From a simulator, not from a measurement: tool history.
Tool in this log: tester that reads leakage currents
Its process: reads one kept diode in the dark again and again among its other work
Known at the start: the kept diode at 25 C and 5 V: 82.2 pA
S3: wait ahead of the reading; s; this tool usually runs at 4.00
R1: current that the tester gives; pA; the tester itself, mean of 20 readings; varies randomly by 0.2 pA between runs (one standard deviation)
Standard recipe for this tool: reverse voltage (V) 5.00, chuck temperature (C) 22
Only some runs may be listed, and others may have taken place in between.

Run 1, hour 0.0: usual settings. Result: R1 56.98 pA.
At hour 27.8: chuck's temperature calibrated.
Run 2, hour 61.6: usual settings. Result: R1 67.31 pA.
Run 3, hour 122.6: usual settings. Result: R1 66.78 pA.
Run 4, hour 200.7: usual settings. Result: R1 66.07 pA.
Run 5, hour 251.9: usual settings. Result: R1 66.05 pA.
Run 6, hour 328.8: usual settings. Result: R1 65.31 pA.
Run 7, hour 425.7: usual settings. Result: R1 64.59 pA.
At hour 434.6: probe card cleaned and baked.
Run 8, hour 486.2: usual settings. Result: R1 59.99 pA.
Run 9, hour 532.9: usual settings. Result: R1 59.75 pA.
Run 10, hour 618.4: usual settings but chuck temperature (C) 48. Result: R1 483.94 pA.
Run 11, hour 672.3: usual settings but chuck temperature (C) 48. Result: R1 481.04 pA.
Run 12, hour 768.1: usual settings but reverse voltage (V) 1.90, chuck temperature (C) 48. Result: R1 280.88 pA.
Run 13, hour 860.8: usual settings but reverse voltage (V) 2.22, chuck temperature (C) 43. Result: R1 209.04 pA.
Run 14, hour 905.5: usual settings but reverse voltage (V) 4.12, chuck temperature (C) 32, S3 0.64 s. Result: R1 122.68 pA.
At hour 916.4: tester calibrated.
Run 15, hour 983.4: usual settings but reverse voltage (V) 4.12, chuck temperature (C) 32, S3 0.64 s. Result: R1 121.40 pA.
Run 16, hour 1030.4: usual settings but reverse voltage (V) 9.17, chuck temperature (C) 39. Result: R1 324.76 pA.
Run 17, hour 1072.1: usual settings but reverse voltage (V) 16.70, chuck temperature (C) 39, S3 0.41 s. Result: R1 457.33 pA.
Run 18, hour 1148.2: usual settings but reverse voltage (V) 12.78, S3 6.48 s. Result: R1 95.49 pA.
Run 19, hour 1204.1: usual settings but reverse voltage (V) 1.17, chuck temperature (C) 26, S3 0.88 s. Result: R1 35.69 pA.
Run 20, hour 1262.2: usual settings but reverse voltage (V) 1.17, chuck temperature (C) 26, S3 0.88 s. Result: R1 35.52 pA.
Run 21, hour 1356.4: usual settings but reverse voltage (V) 1.95, chuck temperature (C) 29, S3 8.19 s. Result: R1 59.50 pA.
At hour 1377.4: tester calibrated, once more.
Run 22, hour 1413.8: usual settings but reverse voltage (V) 1.95, chuck temperature (C) 29, S3 8.19 s. Result: R1 58.77 pA.
At hour 1428.0: chuck's temperature calibrated.
Run 23, hour 1496.4: usual settings but reverse voltage (V) 17.14, chuck temperature (C) 29, S3 3.06 s. Result: R1 231.51 pA.

Selected run-to-run steps in R1, each split into two signed amounts: the part the tool would show with no hidden state at all (from settings, incoming material and random variation), and the remainder, which goes to the hidden state together with any gauge scatter not common to the measured and the hidden-state-free results:
Hidden state at play: stray current of the dirty probe card, pA a volt; current scale over the true one, %; true chuck temperature over the reading, C; drift of the gauge itself on leakage_pa, %.
Run 9 -> 10: chuck temperature (C) 22 -> 48. R1 +424.19 pA: hidden state -28.13, all else +452.32.
Run 17 -> 18: reverse voltage (V) 16.70 -> 12.78, chuck temperature (C) 39 -> 22, S3 0.41 -> 6.48. R1 -361.84 pA: hidden state +42.66, all else -404.50.
